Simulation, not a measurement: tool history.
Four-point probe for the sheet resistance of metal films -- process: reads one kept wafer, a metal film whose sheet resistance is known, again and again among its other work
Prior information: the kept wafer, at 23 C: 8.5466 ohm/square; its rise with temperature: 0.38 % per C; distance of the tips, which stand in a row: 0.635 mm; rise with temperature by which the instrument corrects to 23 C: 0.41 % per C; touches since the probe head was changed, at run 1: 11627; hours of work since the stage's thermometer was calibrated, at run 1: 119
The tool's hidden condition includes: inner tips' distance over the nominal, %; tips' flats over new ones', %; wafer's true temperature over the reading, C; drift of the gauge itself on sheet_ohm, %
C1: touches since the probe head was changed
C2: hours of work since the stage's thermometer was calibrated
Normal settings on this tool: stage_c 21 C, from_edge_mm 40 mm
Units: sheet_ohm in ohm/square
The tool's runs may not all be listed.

run 1 hour=0 | stage_c=21 from_edge_mm=40 | C1=11627 C2=119 | sheet_ohm=8.57014
run 2 hour=9 | stage_c=28 from_edge_mm=40 | C1=11955 C2=123 | sheet_ohm=8.551556
run 3 hour=20.2 | stage_c=28 from_edge_mm=40 | C1=12358 C2=129 | sheet_ohm=8.551388
run 4 hour=33.8 | stage_c=28 from_edge_mm=40 | C1=12850 C2=135 | sheet_ohm=8.54806
run 5 hour=44.7 | stage_c=28 from_edge_mm=40 | C1=13248 C2=140 | sheet_ohm=8.552026
run 6 hour=60.8 | stage_c=28 from_edge_mm=40 | C1=13830 C2=148 | sheet_ohm=8.547359
run 7 hour=74.1 | stage_c=28 from_edge_mm=40 | C1=14311 C2=154 | sheet_ohm=8.54888
run 8 hour=81.3 | stage_c=34 from_edge_mm=40 | C1=14572 C2=157 | sheet_ohm=8.535548
run 9 hour=97.2 | stage_c=34 from_edge_mm=40 | C1=15147 C2=165 | sheet_ohm=8.530373
run 10 hour=108.7 | stage_c=34 from_edge_mm=44 | C1=15566 C2=170 | sheet_ohm=8.534155
run 11 hour=118.2 | stage_c=34 from_edge_mm=44 | C1=15910 C2=175 | sheet_ohm=8.53299
run 12 hour=128.7 | stage_c=34 from_edge_mm=44 | C1=16291 C2=180 | sheet_ohm=8.533735
run 13 hour=141.4 | stage_c=27 from_edge_mm=40 | C1=16749 C2=186 | sheet_ohm=8.551121
run 14 hour=156.2 | stage_c=27 from_edge_mm=40 | C1=17286 C2=192 | sheet_ohm=8.552778
run 15 hour=164 | stage_c=21 from_edge_mm=40 | C1=17568 C2=196 | sheet_ohm=8.569474
run 16 hour=173.9 | stage_c=21 from_edge_mm=55 | C1=17926 C2=201 | sheet_ohm=8.566847
run 17 hour=180.6 | stage_c=21 from_edge_mm=55 | C1=18169 C2=204 | sheet_ohm=8.567288
run 18 hour=189.5 | stage_c=21 from_edge_mm=55 | C1=18494 C2=208 | sheet_ohm=8.566656
run 19 hour=200.9 | stage_c=21 from_edge_mm=48 | C1=18906 C2=213 | sheet_ohm=8.567346
run 20 hour=217.1 | stage_c=33 from_edge_mm=15 | C1=19491 C2=221 | sheet_ohm=8.539884
run 21 hour=227.3 | stage_c=23 from_edge_mm=7 | C1=19860 C2=226 | sheet_ohm=8.598747
run 22 hour=235.9 | stage_c=31 from_edge_mm=7 | C1=20172 C2=230 | sheet_ohm=8.576238
run 23 hour=243.6 | stage_c=20 from_edge_mm=15 | C1=20451 C2=234 | sheet_ohm=8.576003
run 24 hour=259 | stage_c=20 from_edge_mm=6 | C1=21009 C2=241 | sheet_ohm=8.620459
run 25 hour=273.1 | stage_c=21 from_edge_mm=12 | C1=21519 C2=247 | sheet_ohm=8.575741
run 26 hour=280.8 | stage_c=30 from_edge_mm=26 | C1=21799 C2=251 | sheet_ohm=8.542263
run 27 hour=289.4 | stage_c=30 from_edge_mm=26 | C1=22112 C2=255 | sheet_ohm=8.542368
run 28 hour=303.7 | stage_c=28 from_edge_mm=4 | C1=22628 C2=262 | sheet_ohm=8.658472
run 29 hour=315.8 | stage_c=21 from_edge_mm=3 | C1=23068 C2=267 | sheet_ohm=8.765813
run 30 hour=323.9 | stage_c=19 from_edge_mm=6 | C1=23360 C2=271 | sheet_ohm=8.621269
run 31 hour=333.6 | stage_c=28 from_edge_mm=36 | C1=23714 C2=276 | sheet_ohm=8.543493
run 32 hour=349.9 | stage_c=21 from_edge_mm=38 | C1=24303 C2=284 | sheet_ohm=8.565837
run 33 hour=361.3 | stage_c=21 from_edge_mm=38 | C1=24717 C2=289 | sheet_ohm=8.564293

What if the next run were any one of these 3? Each begins from the tool's condition after run 33:
run A hour=376.1 | stage_c=27 from_edge_mm=62 | C1=25250 C2=296 | sheet_ohm=?
run B hour=376.1 | stage_c=28 from_edge_mm=13 | C1=25250 C2=296 | sheet_ohm=?
run C hour=376.1 | stage_c=25 from_edge_mm=40 | C1=25250 C2=296 | sheet_ohm=?

run=A sheet_ohm=8.545061
run=B sheet_ohm=8.555121
run=C sheet_ohm=8.553177
The same runs, with their run-to-run variation unchanged, on a tool lacking any hidden condition would have given:
run=A sheet_ohm=8.534562
run=B sheet_ohm=8.544601
run=C sheet_ohm=8.542688

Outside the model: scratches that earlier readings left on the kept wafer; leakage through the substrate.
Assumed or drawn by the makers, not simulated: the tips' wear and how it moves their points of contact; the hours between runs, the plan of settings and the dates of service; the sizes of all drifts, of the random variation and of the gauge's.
